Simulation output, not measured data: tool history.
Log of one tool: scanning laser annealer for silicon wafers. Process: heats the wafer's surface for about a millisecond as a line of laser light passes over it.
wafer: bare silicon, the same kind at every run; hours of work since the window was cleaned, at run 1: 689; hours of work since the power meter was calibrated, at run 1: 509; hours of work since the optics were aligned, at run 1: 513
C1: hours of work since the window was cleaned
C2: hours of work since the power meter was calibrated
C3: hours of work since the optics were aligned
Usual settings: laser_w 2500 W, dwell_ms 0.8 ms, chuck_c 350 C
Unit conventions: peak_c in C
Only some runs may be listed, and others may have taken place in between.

{"run": 1, "hour": 0.0, "laser_w": 2500, "dwell_ms": 0.8, "chuck_c": 350, "C1": 689, "C2": 509, "C3": 513, "peak_c": 1134}
{"run": 2, "hour": 48.9, "laser_w": 2500, "dwell_ms": 0.8, "chuck_c": 350, "C1": 726, "C2": 547, "C3": 551, "peak_c": 1132}
{"run": 3, "hour": 92.2, "laser_w": 2500, "dwell_ms": 0.8, "chuck_c": 350, "C1": 760, "C2": 581, "C3": 584, "peak_c": 1136}
{"run": 4, "hour": 126.6, "laser_w": 2500, "dwell_ms": 0.8, "chuck_c": 350, "C1": 787, "C2": 607, "C3": 611, "peak_c": 1134}
{"run": 5, "hour": 179.7, "laser_w": 2500, "dwell_ms": 0.8, "chuck_c": 350, "C1": 828, "C2": 649, "C3": 652, "peak_c": 1135}
{"run": 6, "hour": 220.5, "laser_w": 2500, "dwell_ms": 0.8, "chuck_c": 360, "C1": 859, "C2": 680, "C3": 684, "peak_c": 1143}
{"hour": 230.9, "done": "window over the wafer cleaned"}
{"run": 7, "hour": 269.8, "laser_w": 2500, "dwell_ms": 0.8, "chuck_c": 360, "C1": 30, "C2": 717, "C3": 720, "peak_c": 1148}
{"run": 8, "hour": 303.9, "laser_w": 2500, "dwell_ms": 0.8, "chuck_c": 350, "C1": 57, "C2": 743, "C3": 747, "peak_c": 1134}
{"run": 9, "hour": 351.5, "laser_w": 2500, "dwell_ms": 0.688, "chuck_c": 350, "C1": 93, "C2": 780, "C3": 784, "peak_c": 1082}
{"run": 10, "hour": 376.3, "laser_w": 2500, "dwell_ms": 0.688, "chuck_c": 350, "C1": 113, "C2": 799, "C3": 803, "peak_c": 1081}
{"run": 11, "hour": 402.6, "laser_w": 2500, "dwell_ms": 0.688, "chuck_c": 350, "C1": 133, "C2": 819, "C3": 823, "peak_c": 1083}
{"run": 12, "hour": 444.8, "laser_w": 2500, "dwell_ms": 0.996, "chuck_c": 350, "C1": 166, "C2": 852, "C3": 856, "peak_c": 1215}
{"run": 13, "hour": 484.6, "laser_w": 2500, "dwell_ms": 0.996, "chuck_c": 350, "C1": 196, "C2": 883, "C3": 887, "peak_c": 1211}
{"run": 14, "hour": 519.0, "laser_w": 2725, "dwell_ms": 0.762, "chuck_c": 350, "C1": 223, "C2": 910, "C3": 913, "peak_c": 1210}
{"run": 15, "hour": 568.0, "laser_w": 2737, "dwell_ms": 0.904, "chuck_c": 332, "C1": 261, "C2": 948, "C3": 951, "peak_c": 1265}
{"run": 16, "hour": 611.6, "laser_w": 2737, "dwell_ms": 0.904, "chuck_c": 332, "C1": 295, "C2": 981, "C3": 985, "peak_c": 1265}
{"run": 17, "hour": 635.4, "laser_w": 2737, "dwell_ms": 0.904, "chuck_c": 332, "C1": 313, "C2": 1000, "C3": 1003, "peak_c": 1266}
{"run": 18, "hour": 661.9, "laser_w": 2488, "dwell_ms": 0.587, "chuck_c": 332, "C1": 334, "C2": 1020, "C3": 1024, "peak_c": 1008}
{"run": 19, "hour": 696.4, "laser_w": 2500, "dwell_ms": 0.8, "chuck_c": 374, "C1": 360, "C2": 1047, "C3": 1051, "peak_c": 1156}
{"run": 20, "hour": 745.2, "laser_w": 2500, "dwell_ms": 0.978, "chuck_c": 313, "C1": 398, "C2": 1085, "C3": 1088, "peak_c": 1172}
{"run": 21, "hour": 773.4, "laser_w": 2500, "dwell_ms": 0.978, "chuck_c": 313, "C1": 420, "C2": 1107, "C3": 1110, "peak_c": 1170}

Alternative continuations, all from the tool just after run 21; predict every row:
{"run": "A", "hour": 810.8, "laser_w": 2500, "dwell_ms": 0.712, "chuck_c": 350, "C1": 449, "C2": 1136, "C3": 1139, "peak_c": "?"}
{"run": "B", "hour": 810.8, "laser_w": 2157, "dwell_ms": 0.8, "chuck_c": 363, "C1": 449, "C2": 1136, "C3": 1139, "peak_c": "?"}
{"run": "C", "hour": 810.8, "laser_w": 2500, "dwell_ms": 0.644, "chuck_c": 358, "C1": 449, "C2": 1136, "C3": 1139, "peak_c": "?"}
{"run": "D", "hour": 810.8, "laser_w": 2316, "dwell_ms": 0.998, "chuck_c": 350, "C1": 449, "C2": 1136, "C3": 1139, "peak_c": "?"}

run=A peak_c=1091
run=B peak_c=1007
run=C peak_c=1068
run=D peak_c=1134
What these runs would have given with no unlogged condition in the tool:
run=A peak_c=1092
run=B peak_c=1007
run=C peak_c=1069
run=D peak_c=1135
